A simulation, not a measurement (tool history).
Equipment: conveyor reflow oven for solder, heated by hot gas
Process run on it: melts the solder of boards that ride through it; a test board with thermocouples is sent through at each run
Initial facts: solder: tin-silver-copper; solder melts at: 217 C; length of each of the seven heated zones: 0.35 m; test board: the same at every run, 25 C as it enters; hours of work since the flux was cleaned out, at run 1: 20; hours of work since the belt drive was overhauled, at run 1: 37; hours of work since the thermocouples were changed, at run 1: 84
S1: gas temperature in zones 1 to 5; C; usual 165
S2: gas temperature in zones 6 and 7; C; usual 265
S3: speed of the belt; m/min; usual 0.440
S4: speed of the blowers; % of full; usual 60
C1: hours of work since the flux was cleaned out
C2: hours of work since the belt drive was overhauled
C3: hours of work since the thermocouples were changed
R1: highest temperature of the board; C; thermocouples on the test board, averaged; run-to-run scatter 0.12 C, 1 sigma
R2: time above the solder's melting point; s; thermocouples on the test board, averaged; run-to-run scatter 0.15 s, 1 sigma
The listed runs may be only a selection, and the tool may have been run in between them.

Run 1, hour 0.0: usual settings; C1 20; C2 37; C3 84. Result: R1 244.9 C, R2 59.2 s.
Run 2, hour 9.2: usual settings; C1 26; C2 43; C3 90. Result: R1 245.0 C, R2 58.9 s.
Run 3, hour 17.9: usual settings; C1 32; C2 49; C3 95. Result: R1 244.9 C, R2 59.1 s.
Run 4, hour 26.8: usual settings; C1 38; C2 54; C3 101. Result: R1 244.7 C, R2 58.9 s.
Run 5, hour 34.9: usual settings; C1 43; C2 60; C3 106. Result: R1 244.5 C, R2 58.7 s.
Run 6, hour 47.6: usual settings; C1 51; C2 68; C3 115. Result: R1 244.5 C, R2 58.5 s.
Run 7, hour 55.6: usual settings but S1 168 C; C1 56; C2 73; C3 120. Result: R1 245.1 C, R2 60.6 s.
Run 8, hour 61.8: usual settings but S1 168 C; C1 60; C2 77; C3 124. Result: R1 245.3 C, R2 60.6 s.
Run 9, hour 74.6: usual settings but S1 168 C; C1 69; C2 85; C3 132. Result: R1 245.0 C, R2 60.5 s.
Run 10, hour 84.1: usual settings but S1 168 C; C1 75; C2 92; C3 138. Result: R1 244.9 C, R2 60.5 s.
Run 11, hour 94.0: usual settings but S1 168 C; C1 81; C2 98; C3 145. Result: R1 244.9 C, R2 60.3 s.
Run 12, hour 106.4: usual settings but S1 168 C; C1 89; C2 106; C3 153. Result: R1 245.0 C, R2 60.1 s.
Run 13, hour 112.8: usual settings but S1 168 C, S2 278 C; C1 94; C2 110; C3 157. Result: R1 255.8 C, R2 70.9 s.
Run 14, hour 125.8: usual settings; C1 102; C2 119; C3 165. Result: R1 244.2 C, R2 58.2 s.
Run 15, hour 133.5: usual settings; C1 107; C2 124; C3 170. Result: R1 244.1 C, R2 58.0 s.
Run 16, hour 146.8: usual settings; C1 116; C2 132; C3 179. Result: R1 243.9 C, R2 58.2 s.
Run 17, hour 156.9: usual settings but S1 161 C, S2 254 C, S4 52 % of full; C1 122; C2 139; C3 186. Result: R1 230.3 C, R2 35.0 s.
Run 18, hour 168.6: usual settings but S1 178 C, S2 254 C, S3 0.431 m/min, S4 52 % of full; C1 130; C2 147; C3 193. Result: R1 235.2 C, R2 51.8 s.
Run 19, hour 178.5: usual settings but S1 153 C, S2 254 C, S3 0.431 m/min, S4 52 % of full; C1 136; C2 153; C3 200. Result: R1 229.1 C, R2 31.3 s.
Run 20, hour 186.2: usual settings but S2 255 C; C1 141; C2 158; C3 205. Result: R1 235.3 C, R2 45.9 s.
Run 21, hour 193.2: usual settings but S2 255 C, S3 0.481 m/min, S4 82 % of full; C1 146; C2 163; C3 209. Result: R1 238.6 C, R2 48.5 s.
Run 22, hour 205.4: usual settings but S2 255 C, S3 0.526 m/min, S4 74 % of full; C1 154; C2 171; C3 217. Result: R1 233.5 C, R2 35.4 s.
Run 23, hour 214.5: usual settings but S2 263 C, S4 57 % of full; C1 160; C2 177; C3 223. Result: R1 240.7 C, R2 53.2 s.
Run 24, hour 223.2: usual settings but S3 0.460 m/min, S4 56 % of full; C1 165; C2 182; C3 229. Result: R1 240.1 C, R2 49.6 s.
Run 25, hour 230.1: usual settings but S3 0.529 m/min, S4 56 % of full; C1 170; C2 187; C3 233. Result: R1 233.8 C, R2 33.3 s.
Run 26, hour 238.0: usual settings but S1 180 C, S2 278 C, S3 0.418 m/min, S4 71 % of full; C1 175; C2 192; C3 238. Result: R1 262.5 C, R2 87.1 s.
Run 27, hour 252.1: usual settings but S1 180 C, S2 278 C, S3 0.418 m/min, S4 71 % of full; C1 184; C2 201; C3 248. Result: R1 262.4 C, R2 87.0 s.
Run 28, hour 258.0: usual settings but S1 180 C, S2 278 C, S3 0.418 m/min, S4 71 % of full; C1 188; C2 205; C3 251. Result: R1 262.5 C, R2 86.8 s.
Run 29, hour 270.1: usual settings but S3 0.394 m/min, S4 88 % of full; C1 196; C2 213; C3 259. Result: R1 253.9 C, R2 80.2 s.
Run 30, hour 281.4: usual settings but S1 159 C, S2 275 C, S3 0.515 m/min, S4 66 % of full; C1 203; C2 220; C3 267. Result: R1 246.0 C, R2 48.0 s.

3 options for the next run, each taken on its own from the tool as it stands now. Forecast them:
Run A, hour 293.5: usual settings but S2 276 C, S3 0.476 m/min, S4 52 % of full; C1 211; C2 228; C3 274. Result: R1 ?, R2 ?.
Run B, hour 293.5: usual settings but S1 173 C, S2 279 C; C1 211; C2 228; C3 274. Result: R1 ?, R2 ?.
Run C, hour 293.5: usual settings but S1 155 C, S2 274 C, S3 0.528 m/min; C1 211; C2 228; C3 274. Result: R1 ?, R2 ?.

run     R1    R2
  A  245.3  52.6
  B  256.8  74.0
  C  239.7  39.0
What these runs would have given with no unlogged condition in the tool:
run     R1    R2
  A  248.1  55.8
  B  259.5  76.4
  C  243.0  42.9

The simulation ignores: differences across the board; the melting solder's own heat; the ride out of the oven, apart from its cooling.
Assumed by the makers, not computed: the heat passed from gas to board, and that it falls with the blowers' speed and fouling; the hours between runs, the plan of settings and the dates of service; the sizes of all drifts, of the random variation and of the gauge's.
